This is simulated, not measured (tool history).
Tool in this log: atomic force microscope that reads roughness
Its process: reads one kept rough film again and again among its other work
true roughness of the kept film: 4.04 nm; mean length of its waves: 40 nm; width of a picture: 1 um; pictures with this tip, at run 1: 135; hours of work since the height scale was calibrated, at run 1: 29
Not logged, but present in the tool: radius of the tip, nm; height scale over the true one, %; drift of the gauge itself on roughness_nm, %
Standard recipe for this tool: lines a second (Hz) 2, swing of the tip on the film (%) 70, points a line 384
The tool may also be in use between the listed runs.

run,hour,lines a second (Hz),swing of the tip on the film (%),points a line,pictures with this tip,hours of work since the height scale was calibrated,roughness of the kept film (nm (root mean square))
1,0,2,70,384,135,29,3.227
2,4.5,2,70,384,143,33,3.238
3,12.1,2,70,384,157,39,3.196
4,20.9,2,70,384,173,46,3.15
5,30.5,2,70,384,191,53,3.119
6,34.6,2,70,384,198,57,3.091
7,39,2.26,70,384,206,60,3.064
# hour 45: new tip fitted
8,45,2,70,384,0,65,3.622
9,51.9,2,70,384,12,70,3.584
10,56.8,2,70,384,21,74,3.545
11,65.3,2,70,331,37,81,3.514
12,72.2,2,70,331,49,86,3.455
13,78.5,2,70,331,61,91,3.433
14,85.3,0.58,70,331,73,97,3.468
15,91.4,2,70,384,84,102,3.392
16,97.6,2,70,384,95,107,3.344
17,106.1,2,70,384,111,113,3.269
18,111.2,2,70,384,120,118,3.258
19,115.9,1.2,73,581,128,121,3.26
20,121,1.41,82,401,138,125,3.152
21,128,1.41,82,401,150,131,3.14
22,132.5,1.41,82,401,158,135,3.166
23,140.8,1.41,82,401,173,141,3.095
24,150.2,2,61,384,190,149,3.154
25,154.1,3.63,61,531,198,152,3.062
26,163.4,0.7,77,531,214,159,3.098
# hour 164.6: new tip fitted
27,173,0.89,70,975,15,167,3.672
28,179.1,0.97,56,384,26,171,3.63
29,184.7,0.97,56,384,36,176,3.628
30,189,1.21,85,727,44,179,3.47
31,194.3,0.96,77,910,54,184,3.487
32,198.5,1.95,65,384,61,187,3.432
33,207.1,1,57,576,77,194,3.473
34,215,1.34,70,384,91,200,3.383
35,223.4,3.7,70,384,106,207,3.199

Here are 3 independent what-if runs from the current tool condition. What would each one return?
A,229.4,0.5,88,260,117,212,?
B,229.4,1,67,332,117,212,?
C,229.4,2,67,384,117,212,?

run,roughness of the kept film (nm (root mean square))
A,3.3
B,3.338
C,3.274
Stripped of hidden state, with their random variation kept, the same runs would have yielded:
run,roughness of the kept film (nm (root mean square))
A,3.677
B,3.719
C,3.648
